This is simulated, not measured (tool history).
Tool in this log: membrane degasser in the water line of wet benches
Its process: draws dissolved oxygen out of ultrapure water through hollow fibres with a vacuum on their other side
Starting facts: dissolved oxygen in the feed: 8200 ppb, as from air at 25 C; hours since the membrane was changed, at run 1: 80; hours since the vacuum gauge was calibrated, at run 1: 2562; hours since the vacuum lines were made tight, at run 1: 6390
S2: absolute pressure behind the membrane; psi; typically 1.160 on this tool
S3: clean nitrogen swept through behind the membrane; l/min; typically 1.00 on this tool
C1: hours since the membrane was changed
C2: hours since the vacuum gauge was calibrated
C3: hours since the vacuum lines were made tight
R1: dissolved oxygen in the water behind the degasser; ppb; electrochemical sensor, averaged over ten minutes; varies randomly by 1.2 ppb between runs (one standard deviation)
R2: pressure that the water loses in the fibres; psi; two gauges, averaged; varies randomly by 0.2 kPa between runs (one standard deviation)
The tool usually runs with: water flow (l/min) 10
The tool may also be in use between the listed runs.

run 1 hour=0.0 | water_flow_(l/min)=10 S2=1.160 S3=1.00 | C1=80 C2=2562 C3=6390 | R1=115.1 R2=6.559
run 2 hour=57.4 | water_flow_(l/min)=10 S2=1.160 S3=1.00 | C1=137 C2=2619 C3=6447 | R1=116.1 R2=6.514
run 3 hour=114.6 | water_flow_(l/min)=10 S2=1.160 S3=1.00 | C1=195 C2=2677 C3=6504 | R1=116.6 R2=6.492
run 4 hour=176.9 | water_flow_(l/min)=10 S2=1.160 S3=1.00 | C1=257 C2=2739 C3=6566 | R1=117.4 R2=6.538
run 5 hour=235.2 | water_flow_(l/min)=10 S2=1.160 S3=1.00 | C1=315 C2=2797 C3=6625 | R1=117.8 R2=6.563
run 6 hour=299.0 | water_flow_(l/min)=10 S2=1.160 S3=1.00 | C1=379 C2=2861 C3=6689 | R1=116.1 R2=6.537
run 7 hour=373.0 | water_flow_(l/min)=10 S2=1.160 S3=1.00 | C1=453 C2=2935 C3=6763 | R1=116.7 R2=6.596
run 8 hour=411.1 | water_flow_(l/min)=10 S2=1.265 S3=1.00 | C1=491 C2=2973 C3=6801 | R1=131.6 R2=6.621
run 9 hour=475.3 | water_flow_(l/min)=10 S2=1.265 S3=1.00 | C1=555 C2=3037 C3=6865 | R1=132.4 R2=6.612
run 10 hour=512.7 | water_flow_(l/min)=10 S2=1.265 S3=1.00 | C1=593 C2=3075 C3=6902 | R1=133.8 R2=6.583
run 11 hour=558.0 | water_flow_(l/min)=10 S2=0.969 S3=1.00 | C1=638 C2=3120 C3=6948 | R1=85.4 R2=6.589
run 12 hour=623.4 | water_flow_(l/min)=10 S2=0.969 S3=1.00 | C1=703 C2=3185 C3=7013 | R1=86.2 R2=6.518
-- hour=657.3 vacuum gauge calibrated
run 13 hour=687.9 | water_flow_(l/min)=10 S2=1.091 S3=0.85 | C1=767 C2=31 C3=7077 | R1=123.0 R2=6.635
run 14 hour=742.8 | water_flow_(l/min)=10 S2=0.883 S3=1.00 | C1=822 C2=85 C3=7132 | R1=71.9 R2=6.621
run 15 hour=796.6 | water_flow_(l/min)=10 S2=0.883 S3=1.00 | C1=876 C2=139 C3=7186 | R1=72.3 R2=6.593
run 16 hour=860.9 | water_flow_(l/min)=6 S2=1.633 S3=1.73 | C1=940 C2=204 C3=7250 | R1=69.8 R2=3.951
run 17 hour=903.3 | water_flow_(l/min)=7 S2=1.160 S3=0.90 | C1=983 C2=246 C3=7292 | R1=91.0 R2=4.617
run 18 hour=972.1 | water_flow_(l/min)=7 S2=1.160 S3=0.90 | C1=1052 C2=315 C3=7361 | R1=89.7 R2=4.666
run 19 hour=1010.4 | water_flow_(l/min)=11 S2=1.160 S3=0.56 | C1=1090 C2=353 C3=7399 | R1=210.5 R2=7.281
run 20 hour=1061.7 | water_flow_(l/min)=15 S2=1.160 S3=0.52 | C1=1141 C2=404 C3=7451 | R1=299.9 R2=9.890

Alternative continuations, all from the tool just after run 20; predict every row:
run A hour=1113.9 | water_flow_(l/min)=15 S2=1.179 S3=0.52 | C1=1193 C2=457 C3=7503 | R1=? R2=?
run B hour=1113.9 | water_flow_(l/min)=10 S2=1.160 S3=1.62 | C1=1193 C2=457 C3=7503 | R1=? R2=?
run C hour=1113.9 | water_flow_(l/min)=15 S2=1.160 S3=1.51 | C1=1193 C2=457 C3=7503 | R1=? R2=?
run D hour=1113.9 | water_flow_(l/min)=9 S2=1.227 S3=1.29 | C1=1193 C2=457 C3=7503 | R1=? R2=?

run=A R1=311.3 R2=10.047
run=B R1=75.9 R2=6.595
run=C R1=127.3 R2=9.971
run=D R1=92.0 R2=5.974
Stripped of hidden state, with their random variation kept, the same runs would have yielded:
run=A R1=311.0 R2=9.855
run=B R1=75.7 R2=6.467
run=C R1=127.1 R2=9.781
run=D R1=91.7 R2=5.861
